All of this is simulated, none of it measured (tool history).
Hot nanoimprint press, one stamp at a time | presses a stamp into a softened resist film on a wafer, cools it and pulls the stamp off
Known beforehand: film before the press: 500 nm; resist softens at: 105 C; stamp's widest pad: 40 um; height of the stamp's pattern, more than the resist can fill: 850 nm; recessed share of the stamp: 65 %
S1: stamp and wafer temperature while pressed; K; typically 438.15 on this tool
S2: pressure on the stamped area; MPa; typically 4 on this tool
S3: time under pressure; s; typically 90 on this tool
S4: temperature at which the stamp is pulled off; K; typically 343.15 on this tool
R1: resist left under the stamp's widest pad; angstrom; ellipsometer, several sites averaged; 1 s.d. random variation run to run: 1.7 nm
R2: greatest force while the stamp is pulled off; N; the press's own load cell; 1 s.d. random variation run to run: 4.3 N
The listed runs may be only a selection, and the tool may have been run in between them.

run	hour	S1	S2	S3	S4	R1	R2
1	0	438.15	4	90	343.15	2772	232
2	91.4	438.15	4	90	347.15	2790	224
3	171.3	438.15	4	62	347.15	3122	224
4	221	438.15	4	62	347.15	3145	224
# hour 268.5: stamp cleaned and given a new release coat
5	328.5	438.15	4	62	347.15	3153	198
6	403.3	438.15	4	90	343.15	2862	221
7	468.5	438.15	4	90	343.15	2843	235
# hour 561.9: plate thermocouple calibrated
8	562.2	438.15	4	90	338.15	2821	246
9	620.3	438.15	4	90	338.15	2852	267
# hour 673.7: stamp cleaned and given a new release coat
10	725.1	438.15	4	94	343.15	2815	218
11	792.7	438.15	4	90	334.15	2856	265
12	875	439.15	4	60	349.15	3126	199
# hour 983.6: press's hydraulic seals changed and the load cell set to zero
13	986.3	439.15	4	133	349.15	2326	211
14	1062.8	439.15	2.83	81	338.15	3168	269
# hour 1084.9: stamp cleaned and given a new release coat
15	1166.2	438.15	4.88	61	343.15	2833	219
16	1253	438.15	4.88	61	343.15	2836	221
# hour 1282.6: plate thermocouple calibrated
17	1340	438.15	4.29	162	343.15	2170	233
18	1385.9	440.15	4.09	90	339.15	2526	251
19	1477.7	440.15	4.09	90	339.15	2562	261

What if the next run were any one of these 4? Each begins from the tool's condition after run 19:
# hour 1492.6: stamp cleaned and given a new release coat
A	1529.9	428.15	3.44	51	343.15	?	?
# hour 1492.6: stamp cleaned and given a new release coat
B	1529.9	432.15	4	85	344.15	?	?
# hour 1492.6: stamp cleaned and given a new release coat
C	1529.9	438.15	4	90	344.15	?	?
# hour 1492.6: stamp cleaned and given a new release coat
D	1529.9	440.15	2.65	75	349.15	?	?

run	R1	R2
A	4287	210
B	3404	214
C	2769	212
D	3284	193
What these runs would have given with no unlogged condition in the tool:
run	R1	R2
A	4241	206
B	3332	209
C	2699	208
D	3227	189
